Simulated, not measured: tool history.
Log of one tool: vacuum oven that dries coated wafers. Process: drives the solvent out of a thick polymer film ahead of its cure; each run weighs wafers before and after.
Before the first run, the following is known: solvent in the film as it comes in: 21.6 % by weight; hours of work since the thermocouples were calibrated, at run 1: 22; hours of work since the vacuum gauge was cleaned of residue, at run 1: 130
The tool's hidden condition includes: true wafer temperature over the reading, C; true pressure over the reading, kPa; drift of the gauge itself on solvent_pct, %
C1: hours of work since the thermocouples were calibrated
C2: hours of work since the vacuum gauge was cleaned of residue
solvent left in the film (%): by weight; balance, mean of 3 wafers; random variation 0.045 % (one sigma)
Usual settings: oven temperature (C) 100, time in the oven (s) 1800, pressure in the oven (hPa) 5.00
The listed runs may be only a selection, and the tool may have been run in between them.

run 1 hour=0.0 | oven_temperature_(C)=100 time_in_the_oven_(s)=1800 pressure_in_the_oven_(hPa)=5.00 | C1=22 C2=130 | solvent_left_in_the_film_(%)=4.52
run 2 hour=7.9 | oven_temperature_(C)=100 time_in_the_oven_(s)=1800 pressure_in_the_oven_(hPa)=5.00 | C1=26 C2=135 | solvent_left_in_the_film_(%)=4.61
run 3 hour=16.0 | oven_temperature_(C)=100 time_in_the_oven_(s)=1800 pressure_in_the_oven_(hPa)=5.00 | C1=30 C2=139 | solvent_left_in_the_film_(%)=4.61
run 4 hour=25.4 | oven_temperature_(C)=98 time_in_the_oven_(s)=1800 pressure_in_the_oven_(hPa)=5.00 | C1=35 C2=144 | solvent_left_in_the_film_(%)=5.54
run 5 hour=35.9 | oven_temperature_(C)=98 time_in_the_oven_(s)=1800 pressure_in_the_oven_(hPa)=5.00 | C1=41 C2=150 | solvent_left_in_the_film_(%)=5.56
run 6 hour=48.4 | oven_temperature_(C)=98 time_in_the_oven_(s)=1800 pressure_in_the_oven_(hPa)=5.00 | C1=48 C2=156 | solvent_left_in_the_film_(%)=5.42
run 7 hour=54.0 | oven_temperature_(C)=98 time_in_the_oven_(s)=1800 pressure_in_the_oven_(hPa)=5.00 | C1=51 C2=159 | solvent_left_in_the_film_(%)=5.51
run 8 hour=60.9 | oven_temperature_(C)=98 time_in_the_oven_(s)=1800 pressure_in_the_oven_(hPa)=5.00 | C1=54 C2=163 | solvent_left_in_the_film_(%)=5.43
run 9 hour=67.9 | oven_temperature_(C)=98 time_in_the_oven_(s)=1800 pressure_in_the_oven_(hPa)=5.00 | C1=58 C2=167 | solvent_left_in_the_film_(%)=5.55
run 10 hour=74.7 | oven_temperature_(C)=98 time_in_the_oven_(s)=1800 pressure_in_the_oven_(hPa)=5.00 | C1=62 C2=170 | solvent_left_in_the_film_(%)=5.48
run 11 hour=83.4 | oven_temperature_(C)=100 time_in_the_oven_(s)=1020 pressure_in_the_oven_(hPa)=5.00 | C1=66 C2=175 | solvent_left_in_the_film_(%)=7.94
run 12 hour=92.0 | oven_temperature_(C)=100 time_in_the_oven_(s)=1800 pressure_in_the_oven_(hPa)=4.09 | C1=71 C2=180 | solvent_left_in_the_film_(%)=4.52
run 13 hour=100.1 | oven_temperature_(C)=100 time_in_the_oven_(s)=1440 pressure_in_the_oven_(hPa)=5.00 | C1=75 C2=184 | solvent_left_in_the_film_(%)=5.88
run 14 hour=106.8 | oven_temperature_(C)=100 time_in_the_oven_(s)=1440 pressure_in_the_oven_(hPa)=5.00 | C1=79 C2=188 | solvent_left_in_the_film_(%)=5.85
run 15 hour=114.1 | oven_temperature_(C)=100 time_in_the_oven_(s)=1440 pressure_in_the_oven_(hPa)=5.00 | C1=83 C2=191 | solvent_left_in_the_film_(%)=5.86
run 16 hour=120.2 | oven_temperature_(C)=100 time_in_the_oven_(s)=1800 pressure_in_the_oven_(hPa)=3.06 | C1=86 C2=195 | solvent_left_in_the_film_(%)=4.47
run 17 hour=132.3 | oven_temperature_(C)=96 time_in_the_oven_(s)=2400 pressure_in_the_oven_(hPa)=5.00 | C1=92 C2=201 | solvent_left_in_the_film_(%)=4.62
run 18 hour=138.1 | oven_temperature_(C)=100 time_in_the_oven_(s)=1140 pressure_in_the_oven_(hPa)=4.00 | C1=96 C2=204 | solvent_left_in_the_film_(%)=7.33
run 19 hour=150.8 | oven_temperature_(C)=93 time_in_the_oven_(s)=1260 pressure_in_the_oven_(hPa)=5.00 | C1=102 C2=211 | solvent_left_in_the_film_(%)=9.99
run 20 hour=156.3 | oven_temperature_(C)=104 time_in_the_oven_(s)=1380 pressure_in_the_oven_(hPa)=2.64 | C1=105 C2=214 | solvent_left_in_the_film_(%)=4.29
run 21 hour=167.8 | oven_temperature_(C)=104 time_in_the_oven_(s)=1380 pressure_in_the_oven_(hPa)=2.64 | C1=111 C2=220 | solvent_left_in_the_film_(%)=4.28
run 22 hour=173.4 | oven_temperature_(C)=85 time_in_the_oven_(s)=1020 pressure_in_the_oven_(hPa)=2.83 | C1=114 C2=223 | solvent_left_in_the_film_(%)=13.94
run 23 hour=179.9 | oven_temperature_(C)=110 time_in_the_oven_(s)=1020 pressure_in_the_oven_(hPa)=2.83 | C1=118 C2=227 | solvent_left_in_the_film_(%)=3.68
run 24 hour=192.7 | oven_temperature_(C)=112 time_in_the_oven_(s)=2220 pressure_in_the_oven_(hPa)=6.97 | C1=125 C2=234 | solvent_left_in_the_film_(%)=0.72
run 25 hour=198.0 | oven_temperature_(C)=89 time_in_the_oven_(s)=2400 pressure_in_the_oven_(hPa)=5.00 | C1=128 C2=236 | solvent_left_in_the_film_(%)=8.01
run 26 hour=207.4 | oven_temperature_(C)=89 time_in_the_oven_(s)=2400 pressure_in_the_oven_(hPa)=5.00 | C1=133 C2=241 | solvent_left_in_the_film_(%)=7.87

Each row is a separate what-if for the run after 26, all from the same tool condition, not one after another. Results?
run A hour=218.8 | oven_temperature_(C)=99 time_in_the_oven_(s)=1440 pressure_in_the_oven_(hPa)=8.09 | C1=139 C2=247 | solvent_left_in_the_film_(%)=?
run B hour=218.8 | oven_temperature_(C)=108 time_in_the_oven_(s)=1560 pressure_in_the_oven_(hPa)=9.22 | C1=139 C2=247 | solvent_left_in_the_film_(%)=?
run C hour=218.8 | oven_temperature_(C)=106 time_in_the_oven_(s)=3120 pressure_in_the_oven_(hPa)=16.60 | C1=139 C2=247 | solvent_left_in_the_film_(%)=?
run D hour=218.8 | oven_temperature_(C)=88 time_in_the_oven_(s)=2460 pressure_in_the_oven_(hPa)=13.94 | C1=139 C2=247 | solvent_left_in_the_film_(%)=?
run E hour=218.8 | oven_temperature_(C)=102 time_in_the_oven_(s)=2400 pressure_in_the_oven_(hPa)=4.66 | C1=139 C2=247 | solvent_left_in_the_film_(%)=?

run=A solvent_left_in_the_film_(%)=6.56
run=B solvent_left_in_the_film_(%)=2.53
run=C solvent_left_in_the_film_(%)=1.52
run=D solvent_left_in_the_film_(%)=8.98
run=E solvent_left_in_the_film_(%)=2.31
Without the tool's hidden state the same runs would have given:
run=A solvent_left_in_the_film_(%)=6.66
run=B solvent_left_in_the_film_(%)=2.57
run=C solvent_left_in_the_film_(%)=1.50
run=D solvent_left_in_the_film_(%)=9.06
run=E solvent_left_in_the_film_(%)=2.35

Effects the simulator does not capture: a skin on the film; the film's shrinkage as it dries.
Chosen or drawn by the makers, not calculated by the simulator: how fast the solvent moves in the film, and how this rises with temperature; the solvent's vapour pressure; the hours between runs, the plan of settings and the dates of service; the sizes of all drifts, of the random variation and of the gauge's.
